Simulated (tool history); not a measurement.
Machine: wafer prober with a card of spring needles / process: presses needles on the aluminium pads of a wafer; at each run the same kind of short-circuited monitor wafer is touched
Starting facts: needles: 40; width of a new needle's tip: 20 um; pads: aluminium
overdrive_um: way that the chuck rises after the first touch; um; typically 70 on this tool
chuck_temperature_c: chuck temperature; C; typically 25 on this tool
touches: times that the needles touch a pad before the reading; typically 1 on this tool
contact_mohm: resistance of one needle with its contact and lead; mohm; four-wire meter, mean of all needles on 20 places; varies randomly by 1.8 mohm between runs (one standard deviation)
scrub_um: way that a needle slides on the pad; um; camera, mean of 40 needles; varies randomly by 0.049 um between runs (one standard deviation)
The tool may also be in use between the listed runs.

run 1 hour=0 | overdrive_um=70 chuck_temperature_c=25 touches=1 | contact_mohm=231 scrub_um=12.97
-- hour=4.3 tips cleaned on abrasive film
-- hour=15.1 tips cleaned on abrasive film
run 2 hour=18.8 | overdrive_um=70 chuck_temperature_c=25 touches=1 | contact_mohm=223 scrub_um=12.81
-- hour=25.6 tips cleaned on abrasive film
-- hour=37.4 tips cleaned on abrasive film
run 3 hour=37.4 | overdrive_um=70 chuck_temperature_c=25 touches=1 | contact_mohm=183 scrub_um=12.86
-- hour=48.3 tips cleaned on abrasive film
run 4 hour=48.4 | overdrive_um=70 chuck_temperature_c=25 touches=1 | contact_mohm=188 scrub_um=12.84
-- hour=59.5 tips cleaned on abrasive film
run 5 hour=62.6 | overdrive_um=70 chuck_temperature_c=25 touches=1 | contact_mohm=218 scrub_um=12.83
-- hour=71.1 tips cleaned on abrasive film
run 6 hour=71.1 | overdrive_um=70 chuck_temperature_c=25 touches=1 | contact_mohm=187 scrub_um=12.88
-- hour=82.4 tips cleaned on abrasive film
run 7 hour=88 | overdrive_um=70 chuck_temperature_c=25 touches=1 | contact_mohm=233 scrub_um=12.77
-- hour=93.9 tips cleaned on abrasive film
run 8 hour=98.6 | overdrive_um=70 chuck_temperature_c=54 touches=2 | contact_mohm=213 scrub_um=12.8
-- hour=105 tips cleaned on abrasive film
run 9 hour=107.3 | overdrive_um=59 chuck_temperature_c=54 touches=1 | contact_mohm=236 scrub_um=10.81
-- hour=116.2 tips cleaned on abrasive film
run 10 hour=123.2 | overdrive_um=69 chuck_temperature_c=25 touches=2 | contact_mohm=216 scrub_um=12.61
-- hour=126.6 tips cleaned on abrasive film
-- hour=138.6 tips cleaned on abrasive film
run 11 hour=138.8 | overdrive_um=69 chuck_temperature_c=99 touches=1 | contact_mohm=204 scrub_um=12.48
run 12 hour=147 | overdrive_um=69 chuck_temperature_c=99 touches=1 | contact_mohm=252 scrub_um=12.55
-- hour=149.7 tips cleaned on abrasive film
-- hour=160.5 tips cleaned on abrasive film
run 13 hour=164.9 | overdrive_um=79 chuck_temperature_c=39 touches=2 | contact_mohm=202 scrub_um=14.4

5 options for the next run, each taken on its own from the tool as it stands now. Forecast them:
-- hour=171 tips cleaned on abrasive film
run A hour=178.6 | overdrive_um=72 chuck_temperature_c=117 touches=3 | contact_mohm=? scrub_um=?
-- hour=171 tips cleaned on abrasive film
run B hour=178.6 | overdrive_um=53 chuck_temperature_c=39 touches=3 | contact_mohm=? scrub_um=?
-- hour=171 tips cleaned on abrasive film
run C hour=178.6 | overdrive_um=79 chuck_temperature_c=32 touches=2 | contact_mohm=? scrub_um=?
-- hour=171 tips cleaned on abrasive film
run D hour=178.6 | overdrive_um=69 chuck_temperature_c=40 touches=1 | contact_mohm=? scrub_um=?
-- hour=171 tips cleaned on abrasive film
run E hour=178.6 | overdrive_um=70 chuck_temperature_c=51 touches=2 | contact_mohm=? scrub_um=?

run=A contact_mohm=223 scrub_um=13.05
run=B contact_mohm=225 scrub_um=9.55
run=C contact_mohm=211 scrub_um=14.43
run=D contact_mohm=245 scrub_um=12.51
run=E contact_mohm=220 scrub_um=12.59
With no hidden state in the tool, these same runs would have given:
run=A contact_mohm=204 scrub_um=13.29
run=B contact_mohm=188 scrub_um=9.78
run=C contact_mohm=181 scrub_um=14.67
run=D contact_mohm=183 scrub_um=12.75
run=E contact_mohm=185 scrub_um=12.82
